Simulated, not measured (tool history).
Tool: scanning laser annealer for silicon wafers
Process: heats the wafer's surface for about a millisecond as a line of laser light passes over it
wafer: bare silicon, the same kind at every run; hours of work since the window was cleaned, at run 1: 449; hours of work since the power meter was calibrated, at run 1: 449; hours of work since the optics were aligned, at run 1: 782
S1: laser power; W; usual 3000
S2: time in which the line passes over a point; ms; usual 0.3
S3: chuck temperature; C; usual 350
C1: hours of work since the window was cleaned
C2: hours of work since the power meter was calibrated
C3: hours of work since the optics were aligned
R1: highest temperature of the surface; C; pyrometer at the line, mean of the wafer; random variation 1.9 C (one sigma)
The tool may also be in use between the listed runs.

{"run": 1, "day": 0.0, "S1": 3000, "S2": 0.3, "S3": 350, "C1": 449, "C2": 449, "C3": 782, "R1": 1091}
{"run": 2, "day": 0.712, "S1": 3000, "S2": 0.3, "S3": 350, "C1": 461, "C2": 461, "C3": 794, "R1": 1090}
{"run": 3, "day": 1.346, "S1": 3000, "S2": 0.307, "S3": 350, "C1": 471, "C2": 471, "C3": 804, "R1": 1099}
{"run": 4, "day": 2.371, "S1": 3000, "S2": 0.3, "S3": 350, "C1": 488, "C2": 488, "C3": 821, "R1": 1088}
{"run": 5, "day": 3.396, "S1": 3000, "S2": 0.3, "S3": 350, "C1": 505, "C2": 505, "C3": 838, "R1": 1088}
{"run": 6, "day": 4.429, "S1": 3000, "S2": 0.3, "S3": 350, "C1": 522, "C2": 522, "C3": 855, "R1": 1088}
{"run": 7, "day": 5.104, "S1": 3000, "S2": 0.339, "S3": 350, "C1": 533, "C2": 533, "C3": 866, "R1": 1134}
{"day": 5.588, "done": "window over the wafer cleaned"}
{"run": 8, "day": 6.067, "S1": 3000, "S2": 0.339, "S3": 350, "C1": 8, "C2": 548, "C3": 881, "R1": 1130}
{"run": 9, "day": 6.5, "S1": 3000, "S2": 0.339, "S3": 350, "C1": 15, "C2": 555, "C3": 888, "R1": 1132}
{"run": 10, "day": 7.088, "S1": 3000, "S2": 0.339, "S3": 357, "C1": 25, "C2": 565, "C3": 897, "R1": 1135}
{"run": 11, "day": 7.571, "S1": 3000, "S2": 0.339, "S3": 357, "C1": 33, "C2": 573, "C3": 905, "R1": 1137}
{"run": 12, "day": 8.117, "S1": 3000, "S2": 0.266, "S3": 350, "C1": 42, "C2": 582, "C3": 914, "R1": 1040}
{"run": 13, "day": 9.017, "S1": 3000, "S2": 0.266, "S3": 350, "C1": 56, "C2": 596, "C3": 929, "R1": 1041}
{"run": 14, "day": 9.533, "S1": 3000, "S2": 0.3, "S3": 322, "C1": 65, "C2": 605, "C3": 938, "R1": 1056}
{"day": 9.7, "done": "window over the wafer cleaned, once more"}
{"run": 15, "day": 10.075, "S1": 3000, "S2": 0.3, "S3": 388, "C1": 6, "C2": 612, "C3": 945, "R1": 1148}
{"run": 16, "day": 11.108, "S1": 3000, "S2": 0.3, "S3": 388, "C1": 23, "C2": 629, "C3": 962, "R1": 1142}
{"run": 17, "day": 11.604, "S1": 3000, "S2": 0.3, "S3": 388, "C1": 31, "C2": 637, "C3": 970, "R1": 1143}
{"run": 18, "day": 12.154, "S1": 3000, "S2": 0.3, "S3": 350, "C1": 40, "C2": 647, "C3": 979, "R1": 1104}
{"run": 19, "day": 12.625, "S1": 3000, "S2": 0.3, "S3": 350, "C1": 48, "C2": 654, "C3": 987, "R1": 1101}
{"run": 20, "day": 13.558, "S1": 3000, "S2": 0.3, "S3": 350, "C1": 64, "C2": 670, "C3": 1003, "R1": 1103}
{"run": 21, "day": 14.162, "S1": 3000, "S2": 0.3, "S3": 350, "C1": 73, "C2": 680, "C3": 1012, "R1": 1102}
{"run": 22, "day": 14.846, "S1": 3146, "S2": 0.3, "S3": 362, "C1": 85, "C2": 691, "C3": 1024, "R1": 1147}
{"run": 23, "day": 15.883, "S1": 3146, "S2": 0.3, "S3": 362, "C1": 102, "C2": 708, "C3": 1041, "R1": 1145}
{"run": 24, "day": 16.821, "S1": 3146, "S2": 0.274, "S3": 362, "C1": 117, "C2": 723, "C3": 1056, "R1": 1114}
{"run": 25, "day": 17.521, "S1": 3146, "S2": 0.274, "S3": 362, "C1": 129, "C2": 735, "C3": 1068, "R1": 1110}
{"run": 26, "day": 18.562, "S1": 2954, "S2": 0.258, "S3": 363, "C1": 146, "C2": 752, "C3": 1085, "R1": 1052}
{"run": 27, "day": 19.625, "S1": 2747, "S2": 0.338, "S3": 388, "C1": 163, "C2": 769, "C3": 1102, "R1": 1123}
{"run": 28, "day": 20.575, "S1": 2747, "S2": 0.338, "S3": 388, "C1": 179, "C2": 785, "C3": 1118, "R1": 1119}
{"run": 29, "day": 21.438, "S1": 2747, "S2": 0.338, "S3": 388, "C1": 193, "C2": 799, "C3": 1132, "R1": 1123}
{"run": 30, "day": 22.254, "S1": 2747, "S2": 0.338, "S3": 388, "C1": 206, "C2": 813, "C3": 1145, "R1": 1121}
{"run": 31, "day": 23.129, "S1": 3034, "S2": 0.264, "S3": 352, "C1": 221, "C2": 827, "C3": 1160, "R1": 1058}
{"run": 32, "day": 23.617, "S1": 3034, "S2": 0.264, "S3": 352, "C1": 229, "C2": 835, "C3": 1168, "R1": 1061}
{"run": 33, "day": 24.654, "S1": 2824, "S2": 0.36, "S3": 341, "C1": 246, "C2": 852, "C3": 1185, "R1": 1113}
{"run": 34, "day": 25.112, "S1": 2824, "S2": 0.36, "S3": 341, "C1": 253, "C2": 860, "C3": 1192, "R1": 1114}
{"run": 35, "day": 25.975, "S1": 2824, "S2": 0.36, "S3": 341, "C1": 268, "C2": 874, "C3": 1207, "R1": 1114}
{"run": 36, "day": 26.533, "S1": 2824, "S2": 0.36, "S3": 341, "C1": 277, "C2": 883, "C3": 1216, "R1": 1112}
{"run": 37, "day": 27.35, "S1": 3103, "S2": 0.3, "S3": 350, "C1": 290, "C2": 896, "C3": 1229, "R1": 1117}
{"run": 38, "day": 28.233, "S1": 3103, "S2": 0.3, "S3": 350, "C1": 305, "C2": 911, "C3": 1244, "R1": 1120}
{"run": 39, "day": 28.738, "S1": 3103, "S2": 0.3, "S3": 350, "C1": 313, "C2": 919, "C3": 1252, "R1": 1116}
{"run": 40, "day": 29.612, "S1": 2664, "S2": 0.357, "S3": 320, "C1": 328, "C2": 934, "C3": 1267, "R1": 1048}

Forecast each of these 3 alternatives for the next run:
{"run": "A", "day": 30.062, "S1": 2968, "S2": 0.3, "S3": 350, "C1": 335, "C2": 941, "C3": 1274, "R1": "?"}
{"run": "B", "day": 30.062, "S1": 2715, "S2": 0.25, "S3": 388, "C1": 335, "C2": 941, "C3": 1274, "R1": "?"}
{"run": "C", "day": 30.062, "S1": 3078, "S2": 0.287, "S3": 320, "C1": 335, "C2": 941, "C3": 1274, "R1": "?"}

run=A R1=1084
run=B R1=1009
run=C R1=1066
Without the tool's hidden state the same runs would have given:
run=A R1=1106
run=B R1=1028
run=C R1=1088
